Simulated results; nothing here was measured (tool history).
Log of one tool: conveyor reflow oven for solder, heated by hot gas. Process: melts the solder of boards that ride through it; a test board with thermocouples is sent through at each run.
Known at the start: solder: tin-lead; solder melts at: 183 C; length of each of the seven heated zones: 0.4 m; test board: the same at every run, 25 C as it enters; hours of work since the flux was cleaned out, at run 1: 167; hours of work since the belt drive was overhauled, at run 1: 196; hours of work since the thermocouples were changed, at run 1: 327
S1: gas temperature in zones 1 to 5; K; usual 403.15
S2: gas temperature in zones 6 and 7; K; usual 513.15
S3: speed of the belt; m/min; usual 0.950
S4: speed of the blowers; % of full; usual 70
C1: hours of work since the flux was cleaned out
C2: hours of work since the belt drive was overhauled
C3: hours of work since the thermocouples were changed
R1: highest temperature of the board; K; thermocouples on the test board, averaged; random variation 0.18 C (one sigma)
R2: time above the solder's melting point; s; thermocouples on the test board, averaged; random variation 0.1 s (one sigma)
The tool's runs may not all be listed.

run 1 hour=0.0 | S1=403.15 S2=513.15 S3=0.950 S4=70 | C1=167 C2=196 C3=327 | R1=491.15 R2=36.2
run 2 hour=18.3 | S1=403.15 S2=513.15 S3=0.950 S4=70 | C1=180 C2=210 C3=340 | R1=491.35 R2=36.1
run 3 hour=37.8 | S1=403.15 S2=513.15 S3=0.950 S4=70 | C1=194 C2=224 C3=354 | R1=490.85 R2=36.2
run 4 hour=58.0 | S1=403.15 S2=513.15 S3=0.950 S4=70 | C1=208 C2=238 C3=369 | R1=490.75 R2=36.3
run 5 hour=70.9 | S1=403.15 S2=513.15 S3=0.950 S4=70 | C1=218 C2=247 C3=378 | R1=490.55 R2=36.1
run 6 hour=87.4 | S1=403.15 S2=513.15 S3=0.950 S4=70 | C1=229 C2=259 C3=390 | R1=490.75 R2=36.2
run 7 hour=105.6 | S1=403.15 S2=508.15 S3=0.950 S4=70 | C1=243 C2=272 C3=403 | R1=486.45 R2=33.7
-- hour=112.6 flux residue cleaned out of gas plates and filters
run 8 hour=124.5 | S1=403.15 S2=508.15 S3=0.950 S4=70 | C1=9 C2=282 C3=413 | R1=486.05 R2=33.6
run 9 hour=135.1 | S1=403.15 S2=508.15 S3=0.950 S4=70 | C1=16 C2=290 C3=420 | R1=486.15 R2=33.6
run 10 hour=147.7 | S1=403.15 S2=513.15 S3=0.775 S4=70 | C1=25 C2=299 C3=429 | R1=497.05 R2=49.1
run 11 hour=159.2 | S1=403.15 S2=513.15 S3=0.775 S4=70 | C1=34 C2=307 C3=438 | R1=497.15 R2=49.0
run 12 hour=170.9 | S1=403.15 S2=513.15 S3=0.775 S4=70 | C1=42 C2=316 C3=446 | R1=496.95 R2=48.8
run 13 hour=191.9 | S1=411.15 S2=524.15 S3=0.775 S4=70 | C1=57 C2=331 C3=461 | R1=508.35 R2=55.7
run 14 hour=207.7 | S1=411.15 S2=506.15 S3=0.969 S4=62 | C1=68 C2=342 C3=473 | R1=482.85 R2=32.2
run 15 hour=217.0 | S1=403.15 S2=513.15 S3=0.943 S4=83 | C1=75 C2=349 C3=479 | R1=493.95 R2=38.4
-- hour=231.2 flux residue cleaned out of gas plates and filters, once more
run 16 hour=240.9 | S1=403.15 S2=513.15 S3=0.943 S4=83 | C1=7 C2=362 C3=493 | R1=496.05 R2=39.7
run 17 hour=251.3 | S1=403.15 S2=513.15 S3=0.950 S4=70 | C1=15 C2=370 C3=500 | R1=491.85 R2=37.1
run 18 hour=272.5 | S1=405.15 S2=513.15 S3=0.950 S4=70 | C1=30 C2=385 C3=516 | R1=492.55 R2=37.6
run 19 hour=291.9 | S1=395.15 S2=504.15 S3=0.883 S4=55 | C1=44 C2=399 C3=530 | R1=480.35 R2=30.3
run 20 hour=309.9 | S1=394.15 S2=520.15 S3=0.839 S4=82 | C1=57 C2=412 C3=542 | R1=504.15 R2=46.8
run 21 hour=326.5 | S1=417.15 S2=503.15 S3=0.870 S4=78 | C1=69 C2=424 C3=554 | R1=490.05 R2=43.9
run 22 hour=346.2 | S1=402.15 S2=526.15 S3=0.959 S4=71 | C1=83 C2=438 C3=569 | R1=502.55 R2=41.2
run 23 hour=367.3 | S1=402.15 S2=526.15 S3=0.959 S4=71 | C1=98 C2=453 C3=584 | R1=502.25 R2=40.8

Forecast each of these 3 alternatives for the next run:
run A hour=376.9 | S1=403.15 S2=513.15 S3=0.938 S4=71 | C1=105 C2=460 C3=591 | R1=? R2=?
run B hour=376.9 | S1=401.15 S2=509.15 S3=0.914 S4=71 | C1=105 C2=460 C3=591 | R1=? R2=?
run C hour=376.9 | S1=402.15 S2=508.15 S3=0.834 S4=67 | C1=105 C2=460 C3=591 | R1=? R2=?

run=A R1=492.45 R2=37.9
run=B R1=489.45 R2=36.8
run=C R1=490.35 R2=41.7
Without the tool's hidden state the same runs would have given:
run=A R1=494.15 R2=38.2
run=B R1=491.05 R2=37.3
run=C R1=491.95 R2=42.1

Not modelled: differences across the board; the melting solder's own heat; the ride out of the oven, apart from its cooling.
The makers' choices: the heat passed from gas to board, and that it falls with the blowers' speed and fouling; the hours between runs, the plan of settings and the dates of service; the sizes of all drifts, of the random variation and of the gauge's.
